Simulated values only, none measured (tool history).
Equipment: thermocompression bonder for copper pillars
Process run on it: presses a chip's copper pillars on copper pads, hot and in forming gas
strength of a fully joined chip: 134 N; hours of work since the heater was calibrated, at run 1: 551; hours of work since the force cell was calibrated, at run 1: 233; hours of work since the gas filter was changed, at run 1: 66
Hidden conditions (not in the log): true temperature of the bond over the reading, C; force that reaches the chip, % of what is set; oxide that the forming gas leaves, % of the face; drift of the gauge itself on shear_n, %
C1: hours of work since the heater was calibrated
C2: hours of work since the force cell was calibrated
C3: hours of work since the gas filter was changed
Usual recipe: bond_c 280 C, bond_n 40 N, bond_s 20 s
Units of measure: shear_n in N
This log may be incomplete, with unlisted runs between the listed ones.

Run 1, day 0.000: usual settings; C1 551; C2 233; C3 66. Result: shear_n 90.1 N.
Run 2, day 0.583: usual settings; C1 558; C2 239; C3 73. Result: shear_n 89.8 N.
Run 3, day 0.933: usual settings but bond_c 275 C; C1 562; C2 243; C3 77. Result: shear_n 85.9 N.
Run 4, day 1.242: usual settings but bond_c 253 C; C1 565; C2 247; C3 80. Result: shear_n 69.1 N.
Run 5, day 1.688: usual settings but bond_c 251 C; C1 570; C2 252; C3 85. Result: shear_n 67.2 N.
Run 6, day 2.238: usual settings but bond_n 32 N; C1 577; C2 258; C3 91. Result: shear_n 77.0 N.
Run 7, day 2.758: usual settings; C1 582; C2 264; C3 97. Result: shear_n 89.4 N.
Run 8, day 3.450: usual settings but bond_c 285 C; C1 590; C2 272; C3 105. Result: shear_n 92.3 N.
Run 9, day 4.092: usual settings but bond_c 285 C; C1 597; C2 279; C3 112. Result: shear_n 91.6 N.
Run 10, day 4.542: usual settings but bond_c 285 C; C1 602; C2 284; C3 117. Result: shear_n 92.1 N.
Run 11, day 4.979: usual settings but bond_c 285 C; C1 607; C2 289; C3 122. Result: shear_n 91.3 N.
Run 12, day 5.517: usual settings but bond_s 18 s; C1 613; C2 295; C3 128. Result: shear_n 85.5 N.
At day 5.825: forming gas filter changed.
Run 13, day 5.979: usual settings but bond_c 305 C, bond_s 18 s; C1 618; C2 300; C3 2. Result: shear_n 107.1 N.
Run 14, day 6.642: usual settings but bond_c 305 C, bond_s 18 s; C1 626; C2 307; C3 9. Result: shear_n 106.8 N.
Run 15, day 7.096: usual settings but bond_c 295 C, bond_s 18 s; C1 631; C2 312; C3 14. Result: shear_n 100.8 N.
Run 16, day 7.521: usual settings but bond_c 299 C, bond_n 31 N, bond_s 13 s; C1 636; C2 317; C3 19. Result: shear_n 80.8 N.
Run 17, day 7.946: usual settings but bond_c 299 C, bond_n 29 N, bond_s 52 s; C1 640; C2 322; C3 24. Result: shear_n 109.3 N.
Run 18, day 8.258: usual settings but bond_c 260 C, bond_n 29 N, bond_s 52 s; C1 644; C2 325; C3 27. Result: shear_n 81.3 N.
Run 19, day 8.600: usual settings but bond_c 260 C, bond_n 29 N, bond_s 52 s; C1 648; C2 329; C3 31. Result: shear_n 81.5 N.
Run 20, day 8.892: usual settings but bond_c 282 C, bond_s 52 s; C1 651; C2 332; C3 34. Result: shear_n 113.5 N.
Run 21, day 9.538: usual settings but bond_c 306 C, bond_n 28 N, bond_s 43 s; C1 658; C2 340; C3 42. Result: shear_n 107.2 N.
Run 22, day 9.942: usual settings but bond_c 281 C, bond_n 34 N, bond_s 59 s; C1 663; C2 344; C3 46. Result: shear_n 107.3 N.
Run 23, day 10.292: usual settings but bond_s 13 s; C1 667; C2 348; C3 50. Result: shear_n 80.7 N.

Predict each of these 4 candidate next runs independently; none follows another, all start after run 23:
Run A, day 10.671: usual settings but bond_s 37 s; C1 671; C2 352; C3 54. Result: shear_n ?.
Run B, day 10.671: usual settings but bond_c 283 C, bond_s 13 s; C1 671; C2 352; C3 54. Result: shear_n ?.
Run C, day 10.671: usual settings but bond_c 253 C, bond_n 54 N, bond_s 29 s; C1 671; C2 352; C3 54. Result: shear_n ?.
Run D, day 10.671: usual settings but bond_c 298 C, bond_s 25 s; C1 671; C2 352; C3 54. Result: shear_n ?.

run  shear_n
  A    104.9
  B     82.8
  C     95.7
  D    107.9
The same runs, with their run-to-run variation unchanged, on a tool lacking any hidden condition would have given:
run  shear_n
  A    104.9
  B     82.1
  C     95.1
  D    108.2

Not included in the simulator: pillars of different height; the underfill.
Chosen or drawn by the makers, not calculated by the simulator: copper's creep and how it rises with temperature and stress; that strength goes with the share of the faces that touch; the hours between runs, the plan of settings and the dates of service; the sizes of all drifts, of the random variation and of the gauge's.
